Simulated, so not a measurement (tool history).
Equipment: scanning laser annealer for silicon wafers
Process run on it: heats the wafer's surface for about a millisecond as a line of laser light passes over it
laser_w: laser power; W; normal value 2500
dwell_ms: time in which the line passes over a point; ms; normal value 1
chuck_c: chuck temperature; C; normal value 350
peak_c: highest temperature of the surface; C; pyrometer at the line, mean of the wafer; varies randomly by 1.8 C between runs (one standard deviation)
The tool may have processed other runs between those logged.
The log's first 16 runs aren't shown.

run 17 hour=163.4 | laser_w=2500 dwell_ms=1 chuck_c=350 | peak_c=1054
run 18 hour=177.1 | laser_w=2500 dwell_ms=0.73 chuck_c=350 | peak_c=950
run 19 hour=184.7 | laser_w=2500 dwell_ms=0.73 chuck_c=350 | peak_c=948
run 20 hour=199.4 | laser_w=2500 dwell_ms=0.73 chuck_c=350 | peak_c=949
run 21 hour=212.3 | laser_w=2500 dwell_ms=0.73 chuck_c=350 | peak_c=949
run 22 hour=222 | laser_w=2452 dwell_ms=1.18 chuck_c=345 | peak_c=1096
run 23 hour=235.7 | laser_w=2735 dwell_ms=1.18 chuck_c=318 | peak_c=1152
run 24 hour=251.5 | laser_w=2500 dwell_ms=1 chuck_c=330 | peak_c=1033
run 25 hour=263.5 | laser_w=2437 dwell_ms=0.76 chuck_c=323 | peak_c=918
run 26 hour=278.3 | laser_w=2339 dwell_ms=1.17 chuck_c=339 | peak_c=1050
run 27 hour=288.2 | laser_w=2339 dwell_ms=1.17 chuck_c=339 | peak_c=1052
run 28 hour=299.2 | laser_w=2549 dwell_ms=1.02 chuck_c=339 | peak_c=1058
run 29 hour=306.5 | laser_w=2549 dwell_ms=1.02 chuck_c=325 | peak_c=1048
run 30 hour=315.6 | laser_w=2229 dwell_ms=1.22 chuck_c=338 | peak_c=1030
run 31 hour=323.8 | laser_w=2182 dwell_ms=1.08 chuck_c=350 | peak_c=990
run 32 hour=340 | laser_w=2182 dwell_ms=1.08 chuck_c=350 | peak_c=987
run 33 hour=353 | laser_w=2388 dwell_ms=1 chuck_c=368 | peak_c=1036
run 34 hour=369.8 | laser_w=2388 dwell_ms=1 chuck_c=368 | peak_c=1034
run 35 hour=385.9 | laser_w=2622 dwell_ms=1 chuck_c=327 | peak_c=1051
run 36 hour=393.1 | laser_w=2622 dwell_ms=1 chuck_c=327 | peak_c=1058
run 37 hour=404.5 | laser_w=2721 dwell_ms=0.8 chuck_c=312 | peak_c=982
run 38 hour=414.5 | laser_w=2721 dwell_ms=0.8 chuck_c=312 | peak_c=978
run 39 hour=423.6 | laser_w=2166 dwell_ms=1 chuck_c=368 | peak_c=972
run 40 hour=434.2 | laser_w=2145 dwell_ms=0.9 chuck_c=374 | peak_c=941
run 41 hour=444.9 | laser_w=2145 dwell_ms=0.9 chuck_c=374 | peak_c=942

Branching from run 41: 4 alternative next runs. What would each branch give?
run A hour=457 | laser_w=2500 dwell_ms=1 chuck_c=362 | peak_c=?
run B hour=457 | laser_w=2145 dwell_ms=1.18 chuck_c=374 | peak_c=?
run C hour=457 | laser_w=2651 dwell_ms=0.86 chuck_c=320 | peak_c=?
run D hour=457 | laser_w=2532 dwell_ms=1 chuck_c=350 | peak_c=?

run=A peak_c=1052
run=B peak_c=1026
run=C peak_c=996
run=D peak_c=1049
Had the tool no hidden state, the same runs would have come out as:
run=A peak_c=1089
run=B peak_c=1061
run=C peak_c=1032
run=D peak_c=1086
